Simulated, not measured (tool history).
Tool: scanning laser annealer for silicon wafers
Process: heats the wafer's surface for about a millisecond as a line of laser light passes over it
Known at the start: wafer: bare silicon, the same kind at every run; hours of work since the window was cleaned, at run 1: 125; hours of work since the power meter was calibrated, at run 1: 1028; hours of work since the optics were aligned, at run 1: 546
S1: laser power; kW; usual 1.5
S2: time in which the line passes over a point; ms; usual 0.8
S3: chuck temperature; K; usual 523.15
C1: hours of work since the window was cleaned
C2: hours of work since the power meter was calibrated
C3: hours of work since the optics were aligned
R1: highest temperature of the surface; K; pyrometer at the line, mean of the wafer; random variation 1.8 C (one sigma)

run    hour     S1     S2      S3   C1    C2    C3       R1
  1       0    1.5    0.8  523.15  125  1028   546  1233.15
  2    78.6    1.5    0.8  523.15  166  1069   587  1232.15
  3   139.1    1.5    0.8  523.15  198  1101   619  1229.15
  4   223.7    1.5    0.8  523.15  242  1145   664  1227.15
  5   280.2    1.5    0.8  523.15  272  1175   693  1226.15
  6   345.6    1.5    0.8  539.15  306  1209   727  1240.15
      386.8  -- window over the wafer cleaned
  7   412.8    1.5    0.8  539.15   14  1243   762  1258.15
  8     469    1.5    0.8  539.15   43  1273   791  1256.15
  9   523.3    1.5    0.8  539.15   72  1301   820  1255.15
 10   578.7    1.5    0.8  523.15  101  1330   849  1236.15
 11   664.2    1.5    0.8  523.15  145  1375   893  1234.15
 12   748.6    1.5  0.692  523.15  190  1419   938  1173.15
 13   840.2    1.5  0.692  523.15  238  1467   986  1169.15
 14   915.7    1.5  0.692  523.15  277  1507  1025  1170.15
       1009  -- window over the wafer cleaned
 15    1009    1.5  0.692  523.15    0  1555  1073  1181.15
 16  1054.7    1.5  0.692  523.15   24  1579  1097  1173.15
 17  1108.7    1.5    0.8  540.15   52  1607  1126  1252.15
 18  1191.2    1.5   0.74  523.15   96  1650  1169  1195.15
 19  1257.3   1.33    0.8  523.15  130  1685  1203  1140.15
 20  1307.6    1.5  0.618  517.15  157  1711  1230  1120.15
 21  1387.1  1.508  0.748  555.15  198  1753  1271  1231.15
 22  1445.1  1.508  0.748  555.15  229  1783  1302  1235.15
 23  1513.9  1.515  0.769  488.15  265  1820  1338  1175.15
 24  1601.6  1.572  0.815  560.15  311  1866  1384  1302.15
     1633.9  -- window over the wafer cleaned
     1647.6  -- optics aligned, line set to its width
 25  1698.2  1.535  0.966  501.15   31  1912    27  1326.15
 26  1759.8    1.5  0.813  493.15   63  1945    59  1220.15
 27  1831.8    1.5  0.813  493.15  101  1982    97  1214.15
 28  1905.5  1.531  0.773  495.15  140  2021   135  1211.15
 29  1997.7  1.556  0.761  523.15  188  2070   184  1245.15
 30  2058.4   1.48  0.624  493.15  220  2101   215  1099.15
 31  2105.8    1.4  0.898  506.15  245  2126   240  1209.15
 32  2192.1  1.586  0.874  523.15  290  2171   286  1314.15
 33  2247.7  1.586  0.874  523.15  319  2201   315  1313.15
     2261.8  -- window over the wafer cleaned
 34  2323.4  1.549    0.9  560.15   32  2239   353  1360.15
 35  2374.4  1.358    0.9  560.15   59  2266   380  1248.15
 36  2447.9  1.281   0.99  523.15   98  2304   419  1206.15
 37  2523.2  1.281   0.99  523.15  137  2344   458  1203.15

Measured less the same run without the tool's hidden state. The same run-to-run variation is in both; the gauge's scatter may not be:
The hidden state here: light that passes the window, % of a clean one's; laser's true power over the reading, %; width of the line over the set one, %; drift of the gauge itself on peak_c, C.
run   R1
  1   -9
  2  -11
  3  -13
  4  -15
  5  -16
  6  -19
  7   -3
  8   -5
  9   -6
 10   -8
 11  -10
 12  -12
 13  -13
 14  -16
 15   -7
 16   -8
 17  -10
 18  -12
 19  -13
 20  -13
 21  -17
 22  -19
 23  -22
 24  -26
 25   +1
 26   -1
 27   -3
 28   -6
 29   -8
 30   -9
 31  -11
 32  -15
 33  -17
 34   -3
 35   -3
 36   -5
 37   -8

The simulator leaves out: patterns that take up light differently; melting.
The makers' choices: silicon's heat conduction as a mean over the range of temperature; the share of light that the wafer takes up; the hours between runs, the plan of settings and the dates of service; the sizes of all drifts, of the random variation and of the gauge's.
